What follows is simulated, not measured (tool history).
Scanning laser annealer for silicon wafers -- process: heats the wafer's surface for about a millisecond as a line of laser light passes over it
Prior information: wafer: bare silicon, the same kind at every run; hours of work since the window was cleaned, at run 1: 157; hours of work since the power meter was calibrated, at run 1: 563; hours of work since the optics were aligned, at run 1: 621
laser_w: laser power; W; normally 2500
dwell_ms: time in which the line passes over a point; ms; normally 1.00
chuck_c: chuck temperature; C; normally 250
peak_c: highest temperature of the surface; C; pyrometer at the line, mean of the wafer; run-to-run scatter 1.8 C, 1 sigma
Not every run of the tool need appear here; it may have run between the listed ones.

| run | hour | laser_w | dwell_ms | chuck_c | hours of work since the window was cleaned | hours of work since the power meter was calibrated | hours of work since the optics were aligned | peak_c |
|---|---|---|---|---|---|---|---|---|
| 1 | 0.0 | 2500 | 1.00 | 250 | 157 | 563 | 621 | 1037 |
| 2 | 15.4 | 2500 | 1.00 | 250 | 168 | 574 | 632 | 1040 |
| 3 | 39.0 | 2500 | 0.98 | 250 | 184 | 590 | 648 | 1028 |
| 4 | 61.8 | 2500 | 1.00 | 250 | 199 | 605 | 663 | 1032 |
| 5 | 81.7 | 2500 | 1.00 | 250 | 213 | 619 | 677 | 1033 |
| 6 | 107.4 | 2500 | 1.00 | 250 | 230 | 636 | 694 | 1033 |
| 7 | 121.3 | 2500 | 1.00 | 250 | 240 | 646 | 704 | 1026 |
| 8 | 144.2 | 2621 | 1.00 | 250 | 255 | 661 | 719 | 1072 |
| 9 | 169.8 | 2621 | 0.72 | 250 | 273 | 678 | 736 | 922 |
| 10 | 181.3 | 2621 | 0.72 | 250 | 280 | 686 | 744 | 921 |
| 11 | 203.8 | 2734 | 1.00 | 250 | 296 | 701 | 759 | 1106 |
| 12 | 216.3 | 2734 | 1.00 | 250 | 304 | 710 | 768 | 1105 |
| 13 | 244.8 | 2734 | 1.00 | 250 | 323 | 729 | 787 | 1103 |
| 14 | 256.9 | 2734 | 1.00 | 252 | 332 | 737 | 795 | 1102 |
|  | 261.1 | window over the wafer cleaned |
| 15 | 274.4 | 2500 | 1.00 | 250 | 9 | 748 | 806 | 985 |
| 16 | 292.3 | 2500 | 1.00 | 250 | 21 | 760 | 818 | 983 |
| 17 | 316.3 | 2500 | 0.74 | 250 | 37 | 776 | 834 | 862 |
|  | 337.0 | window over the wafer cleaned, once more |
| 18 | 337.0 | 2500 | 0.74 | 250 | 0 | 789 | 847 | 929 |
| 19 | 355.1 | 2706 | 1.00 | 250 | 12 | 801 | 859 | 1132 |
| 20 | 379.1 | 2164 | 1.00 | 212 | 29 | 818 | 876 | 891 |
| 21 | 407.4 | 2426 | 1.08 | 244 | 48 | 837 | 895 | 1054 |
| 22 | 423.2 | 2620 | 1.08 | 257 | 58 | 847 | 905 | 1140 |
| 23 | 443.6 | 2276 | 0.80 | 227 | 72 | 861 | 919 | 852 |
| 24 | 461.1 | 2516 | 0.95 | 285 | 84 | 873 | 931 | 1065 |
| 25 | 481.2 | 2516 | 0.95 | 285 | 98 | 887 | 945 | 1064 |
| 26 | 500.6 | 2646 | 1.00 | 250 | 111 | 900 | 958 | 1095 |
| 27 | 513.5 | 2500 | 0.79 | 250 | 120 | 909 | 967 | 941 |
| 28 | 541.7 | 2389 | 1.18 | 250 | 139 | 928 | 986 | 1073 |
| 29 | 562.7 | 2386 | 0.76 | 251 | 153 | 942 | 1000 | 885 |
| 30 | 575.3 | 2661 | 0.94 | 250 | 162 | 951 | 1009 | 1070 |
| 31 | 589.6 | 2528 | 1.06 | 249 | 171 | 960 | 1018 | 1073 |
| 32 | 603.4 | 2435 | 1.00 | 244 | 181 | 970 | 1028 | 1004 |
| 33 | 619.7 | 2500 | 0.81 | 223 | 192 | 981 | 1039 | 913 |
| 34 | 633.8 | 2500 | 0.81 | 223 | 201 | 990 | 1048 | 910 |
| 35 | 649.8 | 2341 | 1.00 | 239 | 212 | 1001 | 1059 | 959 |
| 36 | 671.5 | 2341 | 1.00 | 239 | 227 | 1016 | 1074 | 960 |

Selected run-to-run steps in peak_c, each split into two signed amounts: the part the tool would show with no hidden state at all (from settings, incoming material and random variation), and the remainder, which goes to the hidden state together with any gauge scatter not common to the measured and the hidden-state-free results:
Hidden state at play: light that passes the window, % of a clean one's; laser's true power over the reading, %; width of the line over the set one, %; drift of the gauge itself on peak_c, C.
Run 10 -> 11: laser_w 2621 -> 2734, dwell_ms 0.72 -> 1.00. peak_c +185 C: hidden state -13, all else +198.
Run 14 -> 15: laser_w 2734 -> 2500, chuck_c 252 -> 250, window over the wafer cleaned. peak_c -117 C: hidden state -24, all else -93.
Run 17 -> 18: window over the wafer cleaned, once more. peak_c +67 C: hidden state +65, all else +2.
Run 19 -> 20: laser_w 2706 -> 2164, chuck_c 250 -> 212. peak_c -241 C: hidden state +1, all else -242.
Run 22 -> 23: laser_w 2620 -> 2276, dwell_ms 1.08 -> 0.80, chuck_c 257 -> 227. peak_c -288 C: hidden state +4, all else -292.
Run 23 -> 24: laser_w 2276 -> 2516, dwell_ms 0.80 -> 0.95, chuck_c 227 -> 285. peak_c +213 C: hidden state -5, all else +218.

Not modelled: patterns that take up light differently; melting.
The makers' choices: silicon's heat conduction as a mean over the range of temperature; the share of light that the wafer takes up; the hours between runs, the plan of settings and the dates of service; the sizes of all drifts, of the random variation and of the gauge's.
